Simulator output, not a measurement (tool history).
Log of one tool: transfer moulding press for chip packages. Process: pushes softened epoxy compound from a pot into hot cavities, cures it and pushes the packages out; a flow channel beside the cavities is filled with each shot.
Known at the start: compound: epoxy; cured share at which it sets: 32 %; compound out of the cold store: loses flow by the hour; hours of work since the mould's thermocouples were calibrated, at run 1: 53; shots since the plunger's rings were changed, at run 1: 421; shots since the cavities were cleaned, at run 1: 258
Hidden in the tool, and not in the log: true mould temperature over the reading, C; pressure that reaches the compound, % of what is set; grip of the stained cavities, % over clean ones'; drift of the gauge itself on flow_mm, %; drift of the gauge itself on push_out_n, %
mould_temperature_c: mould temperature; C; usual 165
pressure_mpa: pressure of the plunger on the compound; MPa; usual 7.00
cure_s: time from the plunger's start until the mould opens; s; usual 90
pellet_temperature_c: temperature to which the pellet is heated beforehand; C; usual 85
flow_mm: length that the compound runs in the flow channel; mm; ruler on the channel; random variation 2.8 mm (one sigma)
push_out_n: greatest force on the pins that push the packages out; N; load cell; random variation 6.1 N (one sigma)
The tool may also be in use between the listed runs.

run,day,mould_temperature_c,pressure_mpa,cure_s,pellet_temperature_c,hours of work since the mould's thermocouples were calibrated,shots since the plunger's rings were changed,shots since the cavities were cleaned,incoming compound's hours out of the cold store,flow_mm,push_out_n
1,0.000,165,7.00,90,85,53,421,258,25.4,742,336
2,0.429,165,7.00,90,85,59,556,393,19.0,759,367
3,0.608,161,7.00,90,85,61,612,449,43.0,718,501
4,1.050,160,7.00,90,85,68,749,586,42.7,710,570
5,1.362,160,7.00,90,85,72,847,684,41.2,723,608
6,1.762,160,7.00,90,85,78,973,810,19.6,759,683
# day 1.862: cavities cleaned with cleaning compound and waxed
7,2.167,160,7.00,90,85,83,1080,95,38.7,718,713
8,2.396,165,7.00,90,88,86,1152,167,36.2,707,493
9,2.612,165,7.00,90,88,89,1219,234,18.7,742,544
10,3.042,165,7.00,75,89,95,1354,369,43.5,687,790
11,3.296,165,7.00,75,89,99,1433,448,45.7,684,799
# day 3.400: cavities cleaned with cleaning compound and waxed, once more
12,3.667,165,7.29,80,85,103,1529,83,36.0,723,339
13,3.992,165,7.82,90,93,108,1632,186,12.7,796,292
14,4.358,158,6.09,94,83,113,1747,301,26.9,695,534
15,4.658,160,5.69,90,76,118,1841,395,45.9,631,542
16,4.958,160,5.69,90,81,122,1934,488,32.3,652,549
17,5.275,160,5.69,78,82,126,2033,587,23.6,668,870
18,5.492,167,5.69,116,79,130,2102,656,28.1,640,309

Forecast each of these 4 alternatives for the next run:
A,5.700,163,7.00,125,85,132,2167,721,25.3,?,?
B,5.700,158,5.69,116,79,132,2167,721,21.1,?,?
C,5.700,165,8.04,90,85,132,2167,721,21.0,?,?
D,5.700,166,5.23,90,85,132,2167,721,41.4,?,?

run,flow_mm,push_out_n
A,728,334
B,676,425
C,780,451
D,594,420
Without the tool's hidden state the same runs would have given:
run,flow_mm,push_out_n
A,753,180
B,699,229
C,806,246
D,614,228

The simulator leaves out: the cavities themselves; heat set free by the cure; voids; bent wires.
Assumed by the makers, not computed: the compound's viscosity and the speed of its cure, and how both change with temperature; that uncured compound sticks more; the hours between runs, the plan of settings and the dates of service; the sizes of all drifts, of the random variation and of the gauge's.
